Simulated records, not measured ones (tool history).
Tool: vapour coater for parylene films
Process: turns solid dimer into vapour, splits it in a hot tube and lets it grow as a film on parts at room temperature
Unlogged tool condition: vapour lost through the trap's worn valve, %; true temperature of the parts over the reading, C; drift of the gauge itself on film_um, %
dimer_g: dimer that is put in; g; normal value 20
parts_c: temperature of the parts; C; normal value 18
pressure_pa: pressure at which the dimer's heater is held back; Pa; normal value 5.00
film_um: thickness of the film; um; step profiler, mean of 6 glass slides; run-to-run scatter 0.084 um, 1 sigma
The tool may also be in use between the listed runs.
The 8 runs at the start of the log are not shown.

| run | day | dimer_g | parts_c | pressure_pa | hours of work since the trap's valve was overhauled | hours of work since the table's thermometer was calibrated | film_um |
|---|---|---|---|---|---|---|---|
| 9 | 7.492 | 20 | 18 | 2.80 | 149 | 408 | 11.14 |
| 10 | 8.750 | 20 | 27 | 5.00 | 168 | 427 | 8.81 |
| 11 | 9.379 | 20 | 18 | 5.00 | 177 | 436 | 10.52 |
| 12 | 10.058 | 20 | 18 | 5.00 | 187 | 446 | 10.70 |
| 13 | 11.267 | 20 | 26 | 5.00 | 205 | 464 | 8.84 |
| 14 | 12.075 | 20 | 25 | 5.00 | 217 | 476 | 9.14 |
| 15 | 13.438 | 20 | 25 | 5.00 | 238 | 496 | 9.12 |
| 16 | 14.758 | 12 | 25 | 5.00 | 257 | 516 | 5.48 |
| 17 | 15.796 | 18 | 25 | 5.00 | 272 | 531 | 8.24 |
| 18 | 17.117 | 20 | 18 | 5.00 | 292 | 551 | 10.32 |
| 19 | 18.200 | 20 | 18 | 5.00 | 308 | 567 | 10.33 |
|  | 18.967 | trap's valve overhauled |
| 20 | 19.133 | 30 | 18 | 5.00 | 2 | 578 | 16.54 |
| 21 | 20.242 | 30 | 18 | 5.00 | 19 | 595 | 16.53 |
| 22 | 21.088 | 20 | 18 | 11.14 | 31 | 607 | 10.29 |
| 23 | 22.167 | 20 | 18 | 11.14 | 47 | 623 | 10.06 |
| 24 | 22.842 | 17 | 29 | 2.63 | 57 | 633 | 8.06 |
| 25 | 23.712 | 17 | 29 | 2.63 | 70 | 646 | 7.96 |
| 26 | 24.350 | 8 | 27 | 9.59 | 80 | 655 | 3.49 |
| 27 | 25.338 | 24 | 28 | 3.77 | 94 | 670 | 11.01 |
| 28 | 25.921 | 24 | 28 | 3.77 | 103 | 679 | 11.06 |
| 29 | 26.667 | 24 | 25 | 3.77 | 114 | 690 | 11.64 |
| 30 | 27.604 | 20 | 21 | 9.04 | 128 | 704 | 9.71 |

Estimate the outcome of run 31 from the log above:
| 31 | 28.879 | 8 | 22 | 3.75 | 147 | 722 | ? |

film_um: 4.11 um
Were there no unlogged condition in the tool, this run, its random variation unchanged, would have produced film_um 4.17 um.

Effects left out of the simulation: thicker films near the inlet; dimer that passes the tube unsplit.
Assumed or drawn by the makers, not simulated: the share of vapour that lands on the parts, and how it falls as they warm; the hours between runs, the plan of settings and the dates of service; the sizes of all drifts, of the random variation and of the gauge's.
